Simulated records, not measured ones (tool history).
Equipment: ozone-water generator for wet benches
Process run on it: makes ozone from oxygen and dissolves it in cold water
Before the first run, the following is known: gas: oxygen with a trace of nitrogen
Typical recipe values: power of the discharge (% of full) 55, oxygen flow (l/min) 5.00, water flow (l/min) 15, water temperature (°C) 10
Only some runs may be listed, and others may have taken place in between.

| run | hour | power of the discharge (% of full) | oxygen flow (l/min) | water flow (l/min) | water temperature (°C) | dissolved ozone (ppm) | ozone in the gas ahead of the water (g/m3) |
|---|---|---|---|---|---|---|---|
| 1 | 0.0 | 55 | 5.00 | 15 | 10 | 23.1 | 194.2 |
| 2 | 56.3 | 55 | 5.00 | 15 | 10 | 23.4 | 191.0 |
| 3 | 109.1 | 55 | 5.00 | 15 | 10 | 23.5 | 192.8 |
| 4 | 141.5 | 55 | 5.00 | 15 | 10 | 23.3 | 189.3 |
| 5 | 178.4 | 55 | 6.99 | 15 | 10 | 21.9 | 150.9 |
| 6 | 220.0 | 55 | 6.99 | 15 | 10 | 22.0 | 150.9 |
| 7 | 252.7 | 55 | 6.99 | 15 | 10 | 22.1 | 152.9 |
| 8 | 301.3 | 55 | 6.99 | 15 | 10 | 21.9 | 151.8 |
| 9 | 324.8 | 90 | 6.99 | 15 | 10 | 29.6 | 205.5 |
| 10 | 380.1 | 90 | 6.99 | 15 | 10 | 29.5 | 204.3 |
| 11 | 405.2 | 55 | 5.00 | 15 | 9 | 23.7 | 189.3 |
| 12 | 444.8 | 55 | 6.01 | 15 | 9 | 22.9 | 169.2 |
| 13 | 468.8 | 55 | 6.01 | 15 | 9 | 22.8 | 168.7 |
| 14 | 503.4 | 55 | 6.01 | 15 | 9 | 23.0 | 167.4 |
| 15 | 540.6 | 55 | 6.01 | 15 | 9 | 22.8 | 168.5 |
| 16 | 594.0 | 55 | 6.01 | 15 | 9 | 22.6 | 168.3 |
| 17 | 646.6 | 55 | 6.01 | 15 | 9 | 22.6 | 166.2 |
| 18 | 695.1 | 55 | 6.01 | 15 | 9 | 22.7 | 166.3 |
| 19 | 725.0 | 45 | 5.00 | 18 | 10 | 17.6 | 167.5 |
| 20 | 777.4 | 58 | 5.27 | 12 | 10 | 27.3 | 187.7 |
| 21 | 835.6 | 43 | 5.27 | 12 | 12 | 22.2 | 157.3 |
| 22 | 888.7 | 92 | 5.00 | 15 | 8 | 31.9 | 257.2 |
| 23 | 931.1 | 58 | 5.00 | 22 | 13 | 16.4 | 192.5 |
| 24 | 964.1 | 58 | 5.00 | 22 | 13 | 16.4 | 194.2 |
| 25 | 1010.3 | 66 | 8.31 | 10 | 8 | 30.6 | 147.9 |
| 26 | 1065.1 | 43 | 5.00 | 12 | 10 | 22.9 | 160.4 |
| 27 | 1093.0 | 55 | 5.00 | 10 | 7 | 31.4 | 187.1 |
| 28 | 1132.7 | 92 | 3.94 | 13 | 17 | 31.3 | 296.5 |
| 29 | 1176.1 | 55 | 8.52 | 15 | 10 | 20.4 | 131.6 |
| 30 | 1202.8 | 45 | 6.73 | 22 | 5 | 15.3 | 134.6 |
| 31 | 1232.8 | 45 | 6.73 | 22 | 5 | 15.4 | 135.3 |
| 32 | 1289.1 | 50 | 5.00 | 13 | 6 | 24.6 | 176.8 |
| 33 | 1330.9 | 50 | 5.00 | 9 | 6 | 31.6 | 174.3 |

Removed from this log: 2 entries logged between the listed runs. Between which two listed runs does each belong, and how does the tool's hidden state at the listed run before it compare with that at the listed run after it?
Between runs 14 and 15: water thermometer calibrated (hour 508.1)
  yield of the discharge, % of new electrodes': 95.1 -> 95; true water temperature over the reading, C: 0.15 -> 0.2
  measured less the result without the state, dissolved ozone (ppm): -1.2 -> -1.3; ozone in the gas ahead of the water (g/m3): -7.3 -> -7.5
Between runs 20 and 21: water thermometer calibrated, once more (hour 812.1)
  yield of the discharge, % of new electrodes': 94.3 -> 94.1; contactor's efficiency, % of a clean one's: 98.5 -> 98.4; true water temperature over the reading, C: 0.22 -> -0.03
  measured less the result without the state, dissolved ozone (ppm): -1.8 -> -1.2; ozone in the gas ahead of the water (g/m3): -10.0 -> -6.8
